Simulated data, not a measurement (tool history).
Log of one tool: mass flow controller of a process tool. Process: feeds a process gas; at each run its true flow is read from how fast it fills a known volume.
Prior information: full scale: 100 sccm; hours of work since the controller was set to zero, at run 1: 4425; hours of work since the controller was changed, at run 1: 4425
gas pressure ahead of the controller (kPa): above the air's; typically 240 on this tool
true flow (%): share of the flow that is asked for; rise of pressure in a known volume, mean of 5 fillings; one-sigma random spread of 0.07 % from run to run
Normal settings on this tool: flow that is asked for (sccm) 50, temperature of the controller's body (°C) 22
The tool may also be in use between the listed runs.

run	hour	flow that is asked for (sccm)	gas pressure ahead of the controller (kPa)	temperature of the controller's body (°C)	hours of work since the controller was set to zero	hours of work since the controller was changed	true flow (%)
1	0	50	240	22	4425	4425	103.46
2	132.9	50	240	22	4500	4500	103.56
3	253.2	50	240	22	4568	4568	103.47
4	414.7	50	240	22	4660	4660	103.59
5	552	50	240	22	4738	4738	103.67
6	694.1	50	240	22	4818	4818	103.73
7	914.7	50	240	22	4943	4943	103.81
8	1092.2	50	240	22	5044	5044	103.84
9	1296.4	50	240	22	5160	5160	103.98
10	1476.5	50	240	22	5262	5262	103.92
11	1576.2	50	240	22	5319	5319	104.11
12	1761.2	50	240	22	5424	5424	104.13
13	1963.6	50	212	22	5538	5538	104.12
14	2066	50	212	22	5596	5596	104.19
15	2212	50	231	22	5679	5679	104.39

For run 16, what comes out?
16	2378.4	50	231	22	5774	5774	?

Logged for run 16: true flow (%) 104.44.
Had the tool carried no hidden state, the very same run would have given true flow (%) 99.31.
